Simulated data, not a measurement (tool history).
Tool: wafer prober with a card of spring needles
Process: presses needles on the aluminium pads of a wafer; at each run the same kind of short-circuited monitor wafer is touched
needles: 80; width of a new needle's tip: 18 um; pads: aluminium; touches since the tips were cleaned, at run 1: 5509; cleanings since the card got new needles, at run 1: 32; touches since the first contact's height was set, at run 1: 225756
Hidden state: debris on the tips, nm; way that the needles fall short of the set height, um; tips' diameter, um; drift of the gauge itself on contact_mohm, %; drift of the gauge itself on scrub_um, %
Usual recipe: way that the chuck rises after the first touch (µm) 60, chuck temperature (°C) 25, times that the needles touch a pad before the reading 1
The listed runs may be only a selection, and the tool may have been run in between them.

| run | hour | way that the chuck rises after the first touch (µm) | chuck temperature (°C) | times that the needles touch a pad before the reading | touches since the tips were cleaned | cleanings since the card got new needles | touches since the first contact's height was set | resistance of one needle with its contact and lead (mohm) | way that a needle slides on the pad (µm) |
|---|---|---|---|---|---|---|---|---|---|
| 1 | 0.0 | 60 | 25 | 1 | 5509 | 32 | 225756 | 345 | 15.26 |
|  | 2.1 | tips cleaned on abrasive film |
| 2 | 10.3 | 60 | 25 | 1 | 4315 | 33 | 231095 | 338 | 15.23 |
|  | 13.5 | tips cleaned on abrasive film |
|  | 25.2 | tips cleaned on abrasive film |
|  | 26.7 | height of the first contact set anew |
| 3 | 31.7 | 60 | 25 | 1 | 3255 | 35 | 2587 | 315 | 15.77 |
|  | 38.2 | tips cleaned on abrasive film |
|  | 49.8 | tips cleaned on abrasive film |
| 4 | 49.8 | 60 | 25 | 1 | 0 | 37 | 11937 | 168 | 15.72 |
|  | 62.6 | tips cleaned on abrasive film |
| 5 | 68.0 | 60 | 25 | 1 | 2847 | 38 | 21426 | 294 | 15.63 |
|  | 74.1 | tips cleaned on abrasive film |
|  | 85.4 | tips cleaned on abrasive film |
| 6 | 85.8 | 60 | 25 | 1 | 211 | 40 | 30630 | 193 | 15.67 |
|  | 96.9 | tips cleaned on abrasive film |
| 7 | 101.9 | 60 | 25 | 1 | 2646 | 41 | 38999 | 288 | 15.68 |
|  | 109.3 | tips cleaned on abrasive film |
|  | 120.6 | tips cleaned on abrasive film |
| 8 | 125.4 | 60 | 25 | 1 | 2536 | 43 | 51189 | 287 | 15.63 |
|  | 131.8 | tips cleaned on abrasive film |
| 9 | 137.7 | 60 | 39 | 1 | 3098 | 44 | 57554 | 308 | 15.62 |
|  | 143.6 | tips cleaned on abrasive film |
| 10 | 149.8 | 60 | 39 | 1 | 3276 | 45 | 63830 | 296 | 15.55 |
|  | 154.7 | tips cleaned on abrasive film |
|  | 165.9 | tips cleaned on abrasive film |
| 11 | 167.9 | 60 | 25 | 1 | 1057 | 47 | 73184 | 240 | 15.52 |
|  | 178.4 | tips cleaned on abrasive film |
| 12 | 186.7 | 60 | 25 | 1 | 4307 | 48 | 82943 | 330 | 15.54 |
|  | 190.1 | tips cleaned on abrasive film |
| 13 | 197.4 | 60 | 25 | 1 | 3862 | 49 | 88524 | 317 | 15.53 |
|  | 201.2 | tips cleaned on abrasive film |
|  | 214.4 | tips cleaned on abrasive film |
| 14 | 220.7 | 60 | 25 | 1 | 3305 | 51 | 100571 | 313 | 15.53 |
|  | 227.0 | tips cleaned on abrasive film |
| 15 | 236.5 | 60 | 25 | 1 | 4967 | 52 | 108784 | 340 | 15.47 |
|  | 238.7 | tips cleaned on abrasive film |
|  | 250.0 | tips cleaned on abrasive film |
| 16 | 255.3 | 60 | 25 | 2 | 2794 | 54 | 118507 | 242 | 15.42 |
|  | 261.7 | tips cleaned on abrasive film |
| 17 | 268.0 | 40 | 40 | 1 | 3297 | 55 | 125089 | 495 | 10.13 |
|  | 274.9 | tips cleaned on abrasive film |
|  | 286.9 | tips cleaned on abrasive film |
| 18 | 287.2 | 40 | 40 | 1 | 156 | 57 | 135030 | 237 | 10.11 |
|  | 298.8 | tips cleaned on abrasive film |
| 19 | 298.8 | 40 | 40 | 1 | 0 | 58 | 141046 | 219 | 10.12 |
| 20 | 309.7 | 66 | 73 | 1 | 5708 | 58 | 146754 | 322 | 17.00 |
|  | 310.9 | tips cleaned on abrasive film |
|  | 323.1 | tips cleaned on abrasive film |
| 21 | 331.2 | 64 | 70 | 1 | 4242 | 60 | 157861 | 319 | 16.37 |
|  | 334.5 | tips cleaned on abrasive film |
|  | 346.8 | tips cleaned on abrasive film |
| 22 | 351.9 | 60 | 73 | 1 | 2639 | 62 | 168570 | 308 | 15.28 |
|  | 358.5 | tips cleaned on abrasive film |
|  | 369.7 | tips cleaned on abrasive film |
| 23 | 373.3 | 45 | 34 | 1 | 1867 | 64 | 179674 | 367 | 11.27 |
|  | 381.0 | tips cleaned on abrasive film |
| 24 | 384.9 | 60 | 25 | 2 | 2053 | 65 | 185719 | 234 | 15.20 |
|  | 392.5 | tips cleaned on abrasive film |
|  | 403.7 | tips cleaned on abrasive film |
| 25 | 408.0 | 60 | 25 | 1 | 2251 | 67 | 197658 | 290 | 15.22 |
|  | 416.2 | tips cleaned on abrasive film |
| 26 | 418.0 | 57 | 28 | 1 | 922 | 68 | 202845 | 244 | 14.37 |
|  | 427.7 | tips cleaned on abrasive film |
| 27 | 431.7 | 55 | 37 | 2 | 2090 | 69 | 209967 | 246 | 13.92 |
|  | 439.6 | tips cleaned on abrasive film |
| 28 | 449.5 | 55 | 37 | 2 | 5166 | 70 | 219212 | 298 | 13.90 |
|  | 450.8 | tips cleaned on abrasive film |
|  | 463.6 | tips cleaned on abrasive film |
| 29 | 469.0 | 63 | 25 | 1 | 2779 | 72 | 229279 | 295 | 15.93 |
|  | 475.5 | tips cleaned on abrasive film |
| 30 | 482.6 | 53 | 95 | 1 | 3743 | 73 | 236361 | 379 | 13.25 |

Describe how what the log doesn't record of the tool's condition differs between the last listed run preceding each entry between runs and the first listed run following it.
In the gap between runs 1 and 2: tips cleaned on abrasive film (hour 2.1)
  debris on the tips, nm: 150.7 -> 142.1; way that the needles fall short of the set height, um: 1.95 -> 2.01; tips' diameter, um: 18.68 -> 18.7
  what was measured, less what the result would be without the hidden state, resistance of one needle with its contact and lead (mohm): +186 -> +177; way that a needle slides on the pad (µm): -0.52 -> -0.53
In the gap between runs 2 and 3: tips cleaned on abrasive film (hour 13.5); tips cleaned on abrasive film (hour 25.2); height of the first contact set anew (hour 26.7)
  debris on the tips, nm: 142.1 -> 130.9; way that the needles fall short of the set height, um: 2.01 -> 0; tips' diameter, um: 18.7 -> 18.75
  what was measured, less what the result would be without the hidden state, resistance of one needle with its contact and lead (mohm): +177 -> +154; way that a needle slides on the pad (µm): -0.53 -> +0.00
In the gap between runs 3 and 4: tips cleaned on abrasive film (hour 38.2); tips cleaned on abrasive film (hour 49.8)
  debris on the tips, nm: 130.9 -> 8.1; way that the needles fall short of the set height, um: 0 -> 0.13; tips' diameter, um: 18.75 -> 18.8
  what was measured, less what the result would be without the hidden state, resistance of one needle with its contact and lead (mohm): +154 -> +10; way that a needle slides on the pad (µm): +0.00 -> -0.03
In the gap between runs 4 and 5: tips cleaned on abrasive film (hour 62.6)
  debris on the tips, nm: 8.1 -> 113.2; way that the needles fall short of the set height, um: 0.13 -> 0.19; tips' diameter, um: 18.8 -> 18.82
  what was measured, less what the result would be without the hidden state, resistance of one needle with its contact and lead (mohm): +10 -> +134; way that a needle slides on the pad (µm): -0.03 -> -0.05
In the gap between runs 5 and 6: tips cleaned on abrasive film (hour 74.1); tips cleaned on abrasive film (hour 85.4)
  debris on the tips, nm: 113.2 -> 28.3; way that the needles fall short of the set height, um: 0.19 -> 0.31; tips' diameter, um: 18.82 -> 18.86
  what was measured, less what the result would be without the hidden state, resistance of one needle with its contact and lead (mohm): +134 -> +34; way that a needle slides on the pad (µm): -0.05 -> -0.08
In the gap between runs 6 and 7: tips cleaned on abrasive film (hour 96.9)
  debris on the tips, nm: 28.3 -> 110.4; way that the needles fall short of the set height, um: 0.31 -> 0.38; tips' diameter, um: 18.86 -> 18.88
  what was measured, less what the result would be without the hidden state, resistance of one needle with its contact and lead (mohm): +34 -> +131; way that a needle slides on the pad (µm): -0.08 -> -0.10
In the gap between runs 7 and 8: tips cleaned on abrasive film (hour 109.3); tips cleaned on abrasive film (hour 120.6)
  debris on the tips, nm: 110.4 -> 107.4; way that the needles fall short of the set height, um: 0.38 -> 0.49; tips' diameter, um: 18.88 -> 18.92
  what was measured, less what the result would be without the hidden state, resistance of one needle with its contact and lead (mohm): +131 -> +129; way that a needle slides on the pad (µm): -0.10 -> -0.13
In the gap between runs 8 and 9: tips cleaned on abrasive film (hour 131.8)
  debris on the tips, nm: 107.4 -> 128.2; way that the needles fall short of the set height, um: 0.49 -> 0.54; tips' diameter, um: 18.92 -> 18.94
  what was measured, less what the result would be without the hidden state, resistance of one needle with its contact and lead (mohm): +129 -> +149; way that a needle slides on the pad (µm): -0.13 -> -0.14
In the gap between runs 9 and 10: tips cleaned on abrasive film (hour 143.6)
  debris on the tips, nm: 128.2 -> 118.1; way that the needles fall short of the set height, um: 0.54 -> 0.61; tips' diameter, um: 18.94 -> 18.97
  what was measured, less what the result would be without the hidden state, resistance of one needle with its contact and lead (mohm): +149 -> +138; way that a needle slides on the pad (µm): -0.14 -> -0.16
In the gap between runs 10 and 11: tips cleaned on abrasive film (hour 154.7); tips cleaned on abrasive film (hour 165.9)
  debris on the tips, nm: 118.1 -> 65.1; way that the needles fall short of the set height, um: 0.61 -> 0.73; tips' diameter, um: 18.97 -> 19.01
  what was measured, less what the result would be without the hidden state, resistance of one needle with its contact and lead (mohm): +138 -> +80; way that a needle slides on the pad (µm): -0.16 -> -0.19
In the gap between runs 11 and 12: tips cleaned on abrasive film (hour 178.4)
  debris on the tips, nm: 65.1 -> 137.9; way that the needles fall short of the set height, um: 0.73 -> 0.79; tips' diameter, um: 19.01 -> 19.03
  what was measured, less what the result would be without the hidden state, resistance of one needle with its contact and lead (mohm): +80 -> +170; way that a needle slides on the pad (µm): -0.19 -> -0.21
In the gap between runs 12 and 13: tips cleaned on abrasive film (hour 190.1)
  debris on the tips, nm: 137.9 -> 133.2; way that the needles fall short of the set height, um: 0.79 -> 0.86; tips' diameter, um: 19.03 -> 19.05
  what was measured, less what the result would be without the hidden state, resistance of one needle with its contact and lead (mohm): +170 -> +162; way that a needle slides on the pad (µm): -0.21 -> -0.23
In the gap between runs 13 and 14: tips cleaned on abrasive film (hour 201.2); tips cleaned on abrasive film (hour 214.4)
  debris on the tips, nm: 133.2 -> 124.6; way that the needles fall short of the set height, um: 0.86 -> 0.99; tips' diameter, um: 19.05 -> 19.1
  what was measured, less what the result would be without the hidden state, resistance of one needle with its contact and lead (mohm): +162 -> +154; way that a needle slides on the pad (µm): -0.23 -> -0.26
In the gap between runs 14 and 15: tips cleaned on abrasive film (hour 227.0)
  debris on the tips, nm: 124.6 -> 145; way that the needles fall short of the set height, um: 0.99 -> 1.05; tips' diameter, um: 19.1 -> 19.12
  what was measured, less what the result would be without the hidden state, resistance of one needle with its contact and lead (mohm): +154 -> +180; way that a needle slides on the pad (µm): -0.26 -> -0.27
In the gap between runs 15 and 16: tips cleaned on abrasive film (hour 238.7); tips cleaned on abrasive film (hour 250.0)
  debris on the tips, nm: 145 -> 111.4; way that the needles fall short of the set height, um: 1.05 -> 1.18; tips' diameter, um: 19.12 -> 19.17
  what was measured, less what the result would be without the hidden state, resistance of one needle with its contact and lead (mohm): +180 -> +84; way that a needle slides on the pad (µm): -0.27 -> -0.31
In the gap between runs 16 and 17: tips cleaned on abrasive film (hour 261.7)
  debris on the tips, nm: 111.4 -> 123.2; way that the needles fall short of the set height, um: 1.18 -> 1.25; tips' diameter, um: 19.17 -> 19.19
  what was measured, less what the result would be without the hidden state, resistance of one needle with its contact and lead (mohm): +84 -> +323; way that a needle slides on the pad (µm): -0.31 -> -0.33
In the gap between runs 17 and 18: tips cleaned on abrasive film (hour 274.9); tips cleaned on abrasive film (hour 286.9)
  debris on the tips, nm: 123.2 -> 24.8; way that the needles fall short of the set height, um: 1.25 -> 1.39; tips' diameter, um: 19.19 -> 19.24
  what was measured, less what the result would be without the hidden state, resistance of one needle with its contact and lead (mohm): +323 -> +67; way that a needle slides on the pad (µm): -0.33 -> -0.37
In the gap between runs 18 and 19: tips cleaned on abrasive film (hour 298.8)
  debris on the tips, nm: 24.8 -> 18.6; way that the needles fall short of the set height, um: 1.39 -> 1.46; tips' diameter, um: 19.24 -> 19.26
  what was measured, less what the result would be without the hidden state, resistance of one needle with its contact and lead (mohm): +67 -> +51; way that a needle slides on the pad (µm): -0.37 -> -0.39
In the gap between runs 20 and 21: tips cleaned on abrasive film (hour 310.9); tips cleaned on abrasive film (hour 323.1)
  debris on the tips, nm: 158.3 -> 143.1; way that the needles fall short of the set height, um: 1.46 -> 1.58; tips' diameter, um: 19.26 -> 19.3
  what was measured, less what the result would be without the hidden state, resistance of one needle with its contact and lead (mohm): +157 -> +153; way that a needle slides on the pad (µm): -0.39 -> -0.41
In the gap between runs 21 and 22: tips cleaned on abrasive film (hour 334.5); tips cleaned on abrasive film (hour 346.8)
  debris on the tips, nm: 143.1 -> 118.9; way that the needles fall short of the set height, um: 1.58 -> 1.7; tips' diameter, um: 19.3 -> 19.35
  what was measured, less what the result would be without the hidden state, resistance of one needle with its contact and lead (mohm): +153 -> +143; way that a needle slides on the pad (µm): -0.41 -> -0.45
In the gap between runs 22 and 23: tips cleaned on abrasive film (hour 358.5); tips cleaned on abrasive film (hour 369.7)
  debris on the tips, nm: 118.9 -> 92; way that the needles fall short of the set height, um: 1.7 -> 1.81; tips' diameter, um: 19.35 -> 19.39
  what was measured, less what the result would be without the hidden state, resistance of one needle with its contact and lead (mohm): +143 -> +202; way that a needle slides on the pad (µm): -0.45 -> -0.48
In the gap between runs 23 and 24: tips cleaned on abrasive film (hour 381.0)
  debris on the tips, nm: 92 -> 91.2; way that the needles fall short of the set height, um: 1.81 -> 1.87; tips' diameter, um: 19.39 -> 19.41
  what was measured, less what the result would be without the hidden state, resistance of one needle with its contact and lead (mohm): +202 -> +73; way that a needle slides on the pad (µm): -0.48 -> -0.49
In the gap between runs 24 and 25: tips cleaned on abrasive film (hour 392.5); tips cleaned on abrasive film (hour 403.7)
  debris on the tips, nm: 91.2 -> 99.2; way that the needles fall short of the set height, um: 1.87 -> 1.98; tips' diameter, um: 19.41 -> 19.45
  what was measured, less what the result would be without the hidden state, resistance of one needle with its contact and lead (mohm): +73 -> +131; way that a needle slides on the pad (µm): -0.49 -> -0.52
In the gap between runs 25 and 26: tips cleaned on abrasive film (hour 416.2)
  debris on the tips, nm: 99.2 -> 57.8; way that the needles fall short of the set height, um: 1.98 -> 2.03; tips' diameter, um: 19.45 -> 19.46
  what was measured, less what the result would be without the hidden state, resistance of one needle with its contact and lead (mohm): +131 -> +84; way that a needle slides on the pad (µm): -0.52 -> -0.53
In the gap between runs 26 and 27: tips cleaned on abrasive film (hour 427.7)
  debris on the tips, nm: 57.8 -> 91.8; way that the needles fall short of the set height, um: 2.03 -> 2.1; tips' diameter, um: 19.46 -> 19.49
  what was measured, less what the result would be without the hidden state, resistance of one needle with its contact and lead (mohm): +84 -> +85; way that a needle slides on the pad (µm): -0.53 -> -0.55
In the gap between runs 27 and 28: tips cleaned on abrasive film (hour 439.6)
  debris on the tips, nm: 91.8 -> 148; way that the needles fall short of the set height, um: 2.1 -> 2.17; tips' diameter, um: 19.49 -> 19.51
  what was measured, less what the result would be without the hidden state, resistance of one needle with its contact and lead (mohm): +85 -> +136; way that a needle slides on the pad (µm): -0.55 -> -0.57
In the gap between runs 28 and 29: tips cleaned on abrasive film (hour 450.8); tips cleaned on abrasive film (hour 463.6)
  debris on the tips, nm: 148 -> 115; way that the needles fall short of the set height, um: 2.17 -> 2.3; tips' diameter, um: 19.51 -> 19.56
  what was measured, less what the result would be without the hidden state, resistance of one needle with its contact and lead (mohm): +136 -> +140; way that a needle slides on the pad (µm): -0.57 -> -0.61
In the gap between runs 29 and 30: tips cleaned on abrasive film (hour 475.5)
  debris on the tips, nm: 115 -> 131.9; way that the needles fall short of the set height, um: 2.3 -> 2.35; tips' diameter, um: 19.56 -> 19.57
  what was measured, less what the result would be without the hidden state, resistance of one needle with its contact and lead (mohm): +140 -> +202; way that a needle slides on the pad (µm): -0.61 -> -0.62

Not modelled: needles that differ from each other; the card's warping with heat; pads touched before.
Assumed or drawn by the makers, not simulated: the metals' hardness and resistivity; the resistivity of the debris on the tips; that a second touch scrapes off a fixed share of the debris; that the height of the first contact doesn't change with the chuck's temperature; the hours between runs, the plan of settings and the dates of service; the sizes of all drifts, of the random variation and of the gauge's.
